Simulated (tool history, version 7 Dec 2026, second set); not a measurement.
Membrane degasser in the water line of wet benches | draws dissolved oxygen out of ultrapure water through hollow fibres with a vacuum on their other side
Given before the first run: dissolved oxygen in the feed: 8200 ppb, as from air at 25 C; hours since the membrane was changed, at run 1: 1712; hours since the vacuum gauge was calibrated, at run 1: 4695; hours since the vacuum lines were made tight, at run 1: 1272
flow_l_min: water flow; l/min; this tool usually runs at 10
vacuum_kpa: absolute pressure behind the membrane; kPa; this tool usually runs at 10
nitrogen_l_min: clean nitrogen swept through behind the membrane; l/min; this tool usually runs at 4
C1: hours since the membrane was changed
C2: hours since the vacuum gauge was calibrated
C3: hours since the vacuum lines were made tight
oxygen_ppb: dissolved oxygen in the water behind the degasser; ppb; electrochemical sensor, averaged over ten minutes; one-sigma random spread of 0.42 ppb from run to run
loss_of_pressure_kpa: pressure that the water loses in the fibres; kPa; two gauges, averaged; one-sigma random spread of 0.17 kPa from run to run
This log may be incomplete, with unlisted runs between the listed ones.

Run 1, day 0: usual settings; C1 1712; C2 4695; C3 1272. Result: oxygen_ppb 45.1 ppb, loss_of_pressure_kpa 26.36 kPa.
Run 2, day 1.692: usual settings but vacuum_kpa 12.2 kPa; C1 1753; C2 4736; C3 1313. Result: oxygen_ppb 58.1 ppb, loss_of_pressure_kpa 26.38 kPa.
Run 3, day 4.45: usual settings but vacuum_kpa 12.2 kPa; C1 1819; C2 4802; C3 1379. Result: oxygen_ppb 58.9 ppb, loss_of_pressure_kpa 26.28 kPa.
Run 4, day 6.342: usual settings; C1 1864; C2 4847; C3 1425. Result: oxygen_ppb 45.3 ppb, loss_of_pressure_kpa 26.14 kPa.
Run 5, day 9.262: usual settings; C1 1934; C2 4917; C3 1495. Result: oxygen_ppb 45.2 ppb, loss_of_pressure_kpa 26.31 kPa.
Run 6, day 11.742: usual settings; C1 1994; C2 4977; C3 1554. Result: oxygen_ppb 45.7 ppb, loss_of_pressure_kpa 26.11 kPa.
Run 7, day 14.575: usual settings; C1 2062; C2 5045; C3 1622. Result: oxygen_ppb 44.4 ppb, loss_of_pressure_kpa 26.13 kPa.
Run 8, day 17.446: usual settings; C1 2131; C2 5114; C3 1691. Result: oxygen_ppb 44.7 ppb, loss_of_pressure_kpa 26.21 kPa.
Run 9, day 19.383: usual settings but vacuum_kpa 13 kPa; C1 2177; C2 5160; C3 1738. Result: oxygen_ppb 63.7 ppb, loss_of_pressure_kpa 26.06 kPa.
Run 10, day 21.75: usual settings but flow_l_min 8 l/min, vacuum_kpa 11.4 kPa, nitrogen_l_min 8.29 l/min; C1 2234; C2 5217; C3 1794. Result: oxygen_ppb 20.9 ppb, loss_of_pressure_kpa 20.92 kPa.
Run 11, day 24.471: usual settings but nitrogen_l_min 4.81 l/min; C1 2299; C2 5283; C3 1860. Result: oxygen_ppb 38.5 ppb, loss_of_pressure_kpa 26.36 kPa.
Run 12, day 25.967: usual settings but nitrogen_l_min 1.9 l/min; C1 2335; C2 5318; C3 1896. Result: oxygen_ppb 89.4 ppb, loss_of_pressure_kpa 26.2 kPa.
Run 13, day 28.238: usual settings but vacuum_kpa 9.9 kPa, nitrogen_l_min 1.72 l/min; C1 2390; C2 5373; C3 1950. Result: oxygen_ppb 96.4 ppb, loss_of_pressure_kpa 26.39 kPa.
Run 14, day 29.808: usual settings but vacuum_kpa 18.2 kPa, nitrogen_l_min 1.72 l/min; C1 2427; C2 5411; C3 1988. Result: oxygen_ppb 211 ppb, loss_of_pressure_kpa 26.1 kPa.

Predict each of these 5 candidate next runs independently; none follows another, all start after run 14:
Run A, day 32.429: usual settings but vacuum_kpa 18.2 kPa, nitrogen_l_min 6.28 l/min; C1 2490; C2 5473; C3 2051. Result: oxygen_ppb ?, loss_of_pressure_kpa ?.
Run B, day 32.429: usual settings but vacuum_kpa 6.3 kPa, nitrogen_l_min 1.72 l/min; C1 2490; C2 5473; C3 2051. Result: oxygen_ppb ?, loss_of_pressure_kpa ?.
Run C, day 32.429: usual settings but vacuum_kpa 7.8 kPa, nitrogen_l_min 1.72 l/min; C1 2490; C2 5473; C3 2051. Result: oxygen_ppb ?, loss_of_pressure_kpa ?.
Run D, day 32.429: usual settings but vacuum_kpa 7.8 kPa, nitrogen_l_min 1.72 l/min; C1 2490; C2 5473; C3 2051. Result: oxygen_ppb ?, loss_of_pressure_kpa ?.
Run E, day 32.429: usual settings but flow_l_min 13 l/min, vacuum_kpa 9.9 kPa, nitrogen_l_min 3.39 l/min; C1 2490; C2 5473; C3 2051. Result: oxygen_ppb ?, loss_of_pressure_kpa ?.

run  oxygen_ppb  loss_of_pressure_kpa
  A        61.7                 26.37
  B        47.1                 26.26
  C        68.1                 26.46
  D          68                 26.19
  E        71.8                 34.42
Without the tool's hidden state the same runs would have given:
run  oxygen_ppb  loss_of_pressure_kpa
  A        61.7                 26.35
  B          47                 26.24
  C          68                 26.44
  D        67.9                 26.17
  E        71.7                  34.4
